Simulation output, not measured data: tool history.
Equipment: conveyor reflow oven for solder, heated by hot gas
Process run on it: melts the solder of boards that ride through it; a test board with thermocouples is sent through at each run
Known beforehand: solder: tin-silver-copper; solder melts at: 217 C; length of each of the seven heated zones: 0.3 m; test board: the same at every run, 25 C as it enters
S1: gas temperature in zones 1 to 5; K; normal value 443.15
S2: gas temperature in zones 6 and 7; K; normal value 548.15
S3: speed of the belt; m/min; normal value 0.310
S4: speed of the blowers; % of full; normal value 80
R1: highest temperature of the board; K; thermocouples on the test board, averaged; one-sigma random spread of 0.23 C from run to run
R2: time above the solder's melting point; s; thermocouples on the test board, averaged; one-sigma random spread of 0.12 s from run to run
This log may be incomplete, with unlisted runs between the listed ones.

run     day      S1      S2     S3  S4      R1     R2
  1   0.000  443.15  548.15  0.310  80  534.55   96.3
  2   0.438  443.15  548.15  0.310  80  534.95   96.1
  3   0.867  443.15  548.15  0.310  80  534.35   96.3
      1.317  -- flux residue cleaned out of gas plates and filters
  4   1.346  443.15  548.15  0.310  76  534.15   95.8
  5   1.696  443.15  548.15  0.310  63  531.35   92.3
  6   1.921  443.15  548.15  0.310  63  531.55   92.3
  7   2.212  443.15  548.15  0.310  63  531.25   92.3
  8   2.600  443.15  548.15  0.310  63  530.85   92.1
  9   2.988  443.15  548.15  0.310  63  531.65   92.2
 10   3.421  443.15  548.15  0.310  63  531.55   92.0
 11   3.738  443.15  548.15  0.310  63  531.25   92.0
 12   4.079  443.15  548.15  0.310  63  531.25   92.0
 13   4.546  443.15  548.15  0.310  63  530.75   91.9
 14   4.858  443.15  548.15  0.310  63  531.05   91.9
 15   5.254  443.15  548.15  0.310  63  530.75   91.8
 16   5.671  443.15  548.15  0.313  62  530.15   90.1
 17   5.904  453.15  550.15  0.305  52  532.15   99.0
 18   6.267  431.15  553.15  0.319  80  537.35   90.2
 19   6.475  431.15  553.15  0.319  80  536.95   90.2
 20   6.771  447.15  551.15  0.318  59  532.35   92.2
 21   7.121  443.15  551.15  0.313  52  529.75   88.8
 22   7.592  443.15  551.15  0.313  52  529.25   89.0
 23   8.021  443.15  548.15  0.310  79  533.95   96.2
 24   8.508  443.15  554.15  0.269  56  538.65  114.5
 25   8.842  443.15  554.15  0.269  56  538.15  114.5
 26   9.171  432.15  546.15  0.306  90  533.15   92.6
 27   9.454  432.15  546.15  0.306  90  533.65   92.6
 28   9.679  443.15  548.15  0.354  80  530.55   80.3
 29   9.938  439.15  538.15  0.349  62  516.65   63.3
 30  10.171  443.15  560.15  0.310  56  539.45   98.9

Alternative continuations, all from the tool just after run 30; predict every row:
  A  10.438  434.15  548.15  0.310  80   ?   ?
  B  10.438  443.15  539.15  0.263  56   ?   ?
  C  10.438  448.15  560.15  0.369  56   ?   ?

run      R1     R2
  A  533.05   91.2
  B  525.05  103.5
  C  533.85   79.4
With no hidden state in the tool, these same runs would have given:
run      R1     R2
  A  536.75   93.8
  B  528.45  106.9
  C  537.25   81.7
